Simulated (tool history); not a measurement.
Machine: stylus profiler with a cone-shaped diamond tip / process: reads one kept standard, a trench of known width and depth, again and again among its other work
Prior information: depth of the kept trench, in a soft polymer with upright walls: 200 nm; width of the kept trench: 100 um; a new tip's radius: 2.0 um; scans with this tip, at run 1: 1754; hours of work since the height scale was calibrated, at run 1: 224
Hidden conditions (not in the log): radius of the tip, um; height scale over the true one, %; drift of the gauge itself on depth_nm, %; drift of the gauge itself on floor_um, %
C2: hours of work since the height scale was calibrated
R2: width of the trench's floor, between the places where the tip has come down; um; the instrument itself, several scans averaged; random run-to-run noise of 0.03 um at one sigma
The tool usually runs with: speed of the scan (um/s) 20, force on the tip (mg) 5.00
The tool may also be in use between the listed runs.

run 1 hour=0.0 | speed_of_the_scan_(um/s)=20 force_on_the_tip_(mg)=5.00 | scans_with_this_tip=1754 C2=224 | depth_of_the_trench_(nm)=205.49 R2=97.86
run 2 hour=19.2 | speed_of_the_scan_(um/s)=20 force_on_the_tip_(mg)=5.00 | scans_with_this_tip=1872 C2=239 | depth_of_the_trench_(nm)=205.46 R2=97.81
run 3 hour=43.6 | speed_of_the_scan_(um/s)=20 force_on_the_tip_(mg)=3.72 | scans_with_this_tip=2023 C2=258 | depth_of_the_trench_(nm)=204.43 R2=97.79
run 4 hour=62.1 | speed_of_the_scan_(um/s)=20 force_on_the_tip_(mg)=5.00 | scans_with_this_tip=2137 C2=273 | depth_of_the_trench_(nm)=205.47 R2=97.76
run 5 hour=86.6 | speed_of_the_scan_(um/s)=20 force_on_the_tip_(mg)=2.53 | scans_with_this_tip=2289 C2=292 | depth_of_the_trench_(nm)=203.55 R2=97.75
run 6 hour=106.2 | speed_of_the_scan_(um/s)=20 force_on_the_tip_(mg)=2.53 | scans_with_this_tip=2410 C2=308 | depth_of_the_trench_(nm)=203.47 R2=97.71
run 7 hour=142.6 | speed_of_the_scan_(um/s)=20 force_on_the_tip_(mg)=5.00 | scans_with_this_tip=2635 C2=337 | depth_of_the_trench_(nm)=205.53 R2=97.73
run 8 hour=174.0 | speed_of_the_scan_(um/s)=6 force_on_the_tip_(mg)=5.00 | scans_with_this_tip=2830 C2=361 | depth_of_the_trench_(nm)=205.44 R2=97.68
run 9 hour=214.3 | speed_of_the_scan_(um/s)=6 force_on_the_tip_(mg)=5.00 | scans_with_this_tip=3078 C2=393 | depth_of_the_trench_(nm)=205.55 R2=97.60
run 10 hour=248.5 | speed_of_the_scan_(um/s)=6 force_on_the_tip_(mg)=5.00 | scans_with_this_tip=3290 C2=420 | depth_of_the_trench_(nm)=205.56 R2=97.62
run 11 hour=280.7 | speed_of_the_scan_(um/s)=6 force_on_the_tip_(mg)=2.30 | scans_with_this_tip=3489 C2=446 | depth_of_the_trench_(nm)=203.34 R2=97.53
run 12 hour=321.5 | speed_of_the_scan_(um/s)=6 force_on_the_tip_(mg)=2.30 | scans_with_this_tip=3742 C2=478 | depth_of_the_trench_(nm)=203.39 R2=97.54
run 13 hour=358.6 | speed_of_the_scan_(um/s)=20 force_on_the_tip_(mg)=6.19 | scans_with_this_tip=3971 C2=507 | depth_of_the_trench_(nm)=206.36 R2=97.47
run 14 hour=401.5 | speed_of_the_scan_(um/s)=20 force_on_the_tip_(mg)=6.19 | scans_with_this_tip=4236 C2=541 | depth_of_the_trench_(nm)=206.36 R2=97.46
run 15 hour=431.8 | speed_of_the_scan_(um/s)=20 force_on_the_tip_(mg)=14.29 | scans_with_this_tip=4424 C2=565 | depth_of_the_trench_(nm)=211.10 R2=97.43
run 16 hour=454.2 | speed_of_the_scan_(um/s)=20 force_on_the_tip_(mg)=14.29 | scans_with_this_tip=4562 C2=583 | depth_of_the_trench_(nm)=211.06 R2=97.44
run 17 hour=495.5 | speed_of_the_scan_(um/s)=20 force_on_the_tip_(mg)=5.00 | scans_with_this_tip=4818 C2=615 | depth_of_the_trench_(nm)=205.65 R2=97.37
run 18 hour=531.3 | speed_of_the_scan_(um/s)=20 force_on_the_tip_(mg)=5.00 | scans_with_this_tip=5039 C2=644 | depth_of_the_trench_(nm)=205.61 R2=97.32
run 19 hour=572.6 | speed_of_the_scan_(um/s)=11 force_on_the_tip_(mg)=5.00 | scans_with_this_tip=5294 C2=676 | depth_of_the_trench_(nm)=205.60 R2=97.25
run 20 hour=603.7 | speed_of_the_scan_(um/s)=11 force_on_the_tip_(mg)=5.00 | scans_with_this_tip=5487 C2=701 | depth_of_the_trench_(nm)=205.58 R2=97.28
run 21 hour=646.5 | speed_of_the_scan_(um/s)=47 force_on_the_tip_(mg)=13.59 | scans_with_this_tip=5751 C2=735 | depth_of_the_trench_(nm)=210.75 R2=97.21
run 22 hour=669.5 | speed_of_the_scan_(um/s)=6 force_on_the_tip_(mg)=5.00 | scans_with_this_tip=5893 C2=753 | depth_of_the_trench_(nm)=205.61 R2=97.25
run 23 hour=689.5 | speed_of_the_scan_(um/s)=6 force_on_the_tip_(mg)=3.92 | scans_with_this_tip=6017 C2=769 | depth_of_the_trench_(nm)=204.85 R2=97.22
run 24 hour=732.5 | speed_of_the_scan_(um/s)=6 force_on_the_tip_(mg)=3.92 | scans_with_this_tip=6283 C2=803 | depth_of_the_trench_(nm)=204.84 R2=97.12
run 25 hour=759.3 | speed_of_the_scan_(um/s)=6 force_on_the_tip_(mg)=3.92 | scans_with_this_tip=6448 C2=824 | depth_of_the_trench_(nm)=204.84 R2=97.16
run 26 hour=783.9 | speed_of_the_scan_(um/s)=12 force_on_the_tip_(mg)=6.93 | scans_with_this_tip=6601 C2=843 | depth_of_the_trench_(nm)=206.98 R2=97.07

For run 27, what comes out?
run 27 hour=821.9 | speed_of_the_scan_(um/s)=12 force_on_the_tip_(mg)=6.93 | scans_with_this_tip=6836 C2=873 | depth_of_the_trench_(nm)=? R2=?

{"run 27": {"depth of the trench (nm)": 206.96, "R2": 97.1}}
The same run, on a tool lacking any hidden state, would have yielded depth of the trench (nm) 206.66, R2 98.25 um.
